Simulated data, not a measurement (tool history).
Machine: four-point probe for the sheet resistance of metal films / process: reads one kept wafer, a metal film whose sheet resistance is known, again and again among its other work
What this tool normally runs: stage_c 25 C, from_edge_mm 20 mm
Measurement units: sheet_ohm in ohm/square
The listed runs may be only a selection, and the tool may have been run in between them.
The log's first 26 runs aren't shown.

run	hour	stage_c	from_edge_mm	touches since the probe head was changed	hours of work since the stage's thermometer was calibrated	sheet_ohm
27	542.7	32	4	6417	1254	0.233828
28	559.6	24	25	6610	1262	0.231144
29	571.3	24	25	6743	1267	0.231223
30	598.2	25	39	7049	1279	0.231114
31	616.6	25	53	7258	1288	0.231093
32	630.8	25	6	7419	1294	0.232558
33	644.9	25	8	7580	1300	0.231895
34	662.5	25	8	7781	1308	0.231914
35	689.6	19	9	8089	1321	0.232063
36	702.2	28	21	8231	1326	0.231114
37	728.2	34	7	8528	1338	0.231674
38	755.3	34	7	8836	1350	0.231671
39	776.8	21	9	9080	1360	0.231903
40	805.5	26	55	9407	1373	0.231043
41	828	26	55	9662	1383	0.231109
42	843.3	24	58	9836	1390	0.231108
43	865.3	24	58	10087	1400	0.231134
44	883.5	20	14	10294	1408	0.231616
45	909.9	26	44	10594	1420	0.231093

Each row is a separate what-if for the run after 45, all from the same tool condition, not one after another. Results?
A	937.9	19	11	10913	1432	?
B	937.9	26	7	10913	1432	?
C	937.9	33	36	10913	1432	?
D	937.9	25	23	10913	1432	?

run	sheet_ohm
A	0.231756
B	0.232107
C	0.230704
D	0.2312
Without the tool's hidden state the same runs would have given:
run	sheet_ohm
A	0.23175
B	0.232102
C	0.230699
D	0.231195
